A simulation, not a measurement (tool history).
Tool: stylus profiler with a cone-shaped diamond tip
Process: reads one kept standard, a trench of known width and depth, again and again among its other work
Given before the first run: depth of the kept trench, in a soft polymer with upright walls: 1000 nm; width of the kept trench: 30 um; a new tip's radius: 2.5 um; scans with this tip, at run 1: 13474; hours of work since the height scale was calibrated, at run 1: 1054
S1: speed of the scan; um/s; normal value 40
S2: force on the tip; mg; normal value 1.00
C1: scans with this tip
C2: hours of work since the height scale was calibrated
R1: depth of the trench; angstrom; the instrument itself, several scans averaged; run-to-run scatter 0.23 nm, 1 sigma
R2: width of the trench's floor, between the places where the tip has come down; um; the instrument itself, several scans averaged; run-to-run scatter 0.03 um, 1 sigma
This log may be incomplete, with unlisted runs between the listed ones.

run 1 hour=0.0 | S1=40 S2=1.00 | C1=13474 C2=1054 | R1=10042.6 R2=23.34
run 2 hour=24.8 | S1=44 S2=1.00 | C1=13642 C2=1067 | R1=10045.6 R2=23.30
run 3 hour=47.3 | S1=44 S2=1.00 | C1=13795 C2=1079 | R1=10041.7 R2=23.18
run 4 hour=69.9 | S1=44 S2=1.00 | C1=13949 C2=1091 | R1=10041.8 R2=23.24
run 5 hour=104.0 | S1=44 S2=1.00 | C1=14180 C2=1109 | R1=10038.9 R2=23.18
run 6 hour=133.7 | S1=40 S2=1.00 | C1=14382 C2=1125 | R1=10042.4 R2=23.21
run 7 hour=172.5 | S1=40 S2=1.25 | C1=14645 C2=1145 | R1=10053.3 R2=23.11
run 8 hour=205.9 | S1=40 S2=1.25 | C1=14872 C2=1163 | R1=10058.3 R2=23.09
run 9 hour=232.8 | S1=40 S2=1.00 | C1=15055 C2=1177 | R1=10041.7 R2=23.05
run 10 hour=287.4 | S1=40 S2=0.52 | C1=15426 C2=1206 | R1=10003.1 R2=22.99
-- hour=304.6 new tip fitted, height scale calibrated
run 11 hour=320.7 | S1=40 S2=0.52 | C1=109 C2=9 | R1=10063.2 R2=25.74
run 12 hour=374.7 | S1=40 S2=0.52 | C1=476 C2=37 | R1=10060.5 R2=25.63
run 13 hour=399.1 | S1=40 S2=0.52 | C1=642 C2=50 | R1=10059.8 R2=25.56
-- hour=402.9 height scale calibrated on a step standard
run 14 hour=425.8 | S1=40 S2=2.77 | C1=820 C2=12 | R1=10188.6 R2=25.60

Run 15, settings as shown, results not yet in. Your forecast:
run 15 hour=461.3 | S1=60 S2=1.30 | C1=1061 C2=31 | R1=? R2=?

R1: 10116.1 angstrom
R2: 25.53 um
On a tool with no hidden condition, and with the same random variation, this run would have come out at R1 10117.7 angstrom, R2 25.86 um.

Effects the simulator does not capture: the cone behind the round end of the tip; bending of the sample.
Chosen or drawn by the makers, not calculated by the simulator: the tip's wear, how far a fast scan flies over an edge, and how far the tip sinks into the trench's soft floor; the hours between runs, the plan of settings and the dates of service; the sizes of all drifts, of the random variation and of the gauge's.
